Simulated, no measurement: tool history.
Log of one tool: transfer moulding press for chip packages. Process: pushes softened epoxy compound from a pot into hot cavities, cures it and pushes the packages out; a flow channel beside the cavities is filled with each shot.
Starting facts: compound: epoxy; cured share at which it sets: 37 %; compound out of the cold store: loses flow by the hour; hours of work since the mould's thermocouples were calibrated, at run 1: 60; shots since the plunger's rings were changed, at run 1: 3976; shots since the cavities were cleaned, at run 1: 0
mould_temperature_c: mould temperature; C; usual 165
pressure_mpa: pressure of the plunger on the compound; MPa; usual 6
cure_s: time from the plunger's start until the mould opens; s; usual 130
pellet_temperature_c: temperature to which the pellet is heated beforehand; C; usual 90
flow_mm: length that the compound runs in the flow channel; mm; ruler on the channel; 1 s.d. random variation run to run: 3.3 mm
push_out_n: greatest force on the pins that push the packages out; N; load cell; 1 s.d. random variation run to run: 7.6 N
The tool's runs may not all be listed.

run,hour,mould_temperature_c,pressure_mpa,cure_s,pellet_temperature_c,hours of work since the mould's thermocouples were calibrated,shots since the plunger's rings were changed,shots since the cavities were cleaned,incoming compound's hours out of the cold store,flow_mm,push_out_n
1,0,165,6,130,90,60,3976,0,30.4,835,333
2,53.9,165,6,130,90,85,4375,399,44.8,781,439
# hour 98.5: cavities cleaned with cleaning compound and waxed
3,109.1,165,6,161,90,111,4772,78,30.1,829,333
4,170.7,165,6,161,90,140,5227,533,22,846,413
# hour 198.2: cavities cleaned with cleaning compound and waxed
# hour 222.5: plunger's sealing rings changed
5,225,165,6,161,90,164,19,181,40.1,833,359
6,282.8,165,5.69,161,90,191,446,608,42,803,433
# hour 301.1: cavities cleaned with cleaning compound and waxed
7,330.6,165,6,130,90,213,788,218,9,954,412
# hour 401.7: cavities cleaned with cleaning compound and waxed
8,424.1,165,6,130,90,257,1468,165,25.2,881,386
9,491,165,6,130,90,289,1963,660,37.6,820,456
# hour 500.8: cavities cleaned with cleaning compound and waxed
# hour 549.3: mould's thermocouples calibrated
10,564.3,165,6,115,90,7,2479,455,10.8,930,538
# hour 609.4: cavities cleaned with cleaning compound and waxed
11,638,165,6.33,115,90,41,3013,211,34,854,493
12,706.3,165,6.33,115,90,74,3518,716,34.8,845,521
# hour 716: cavities cleaned with cleaning compound and waxed
13,764.4,165,6.33,115,90,101,3937,359,24.7,880,504
14,812,162,6,130,86,123,4288,710,24,868,557
# hour 819.5: cavities cleaned with cleaning compound and waxed
15,901.7,157,4.96,114,84,165,4940,607,26.5,792,1000
# hour 921.1: cavities cleaned with cleaning compound and waxed
# hour 986.8: plunger's sealing rings changed
16,986.8,168,4.96,114,100,203,0,467,24.8,801,449
# hour 1025.3: cavities cleaned with cleaning compound and waxed
17,1082.3,165,5.42,167,100,248,695,421,37,798,407
# hour 1131.5: cavities cleaned with cleaning compound and waxed
18,1151,165,5.42,167,100,280,1192,144,8.3,902,340
19,1219.5,165,5.42,167,100,312,1699,651,25.6,835,413
# hour 1226.1: mould's thermocouples calibrated
# hour 1235.7: cavities cleaned with cleaning compound and waxed
20,1263.6,165,5.42,167,100,17,1999,207,19.5,854,351
# hour 1336.7: cavities cleaned with cleaning compound and waxed
21,1347.4,165,5.42,167,100,56,2608,80,35,788,329

4 options for the next run, each taken on its own from the tool as it stands now. Forecast them:
A,1398.3,158,5.73,167,84,80,2984,456,32.6,?,?
B,1398.3,170,5.04,167,97,80,2984,456,35.4,?,?
C,1398.3,165,5.42,167,98,80,2984,456,18.5,?,?
D,1398.3,165,6,139,91,80,2984,456,47.2,?,?

run,flow_mm,push_out_n
A,843,476
B,735,411
C,846,404
D,790,454
The same runs, with their run-to-run variation unchanged, on a tool lacking any hidden condition would have given:
run,flow_mm,push_out_n
A,870,335
B,759,289
C,873,284
D,815,321
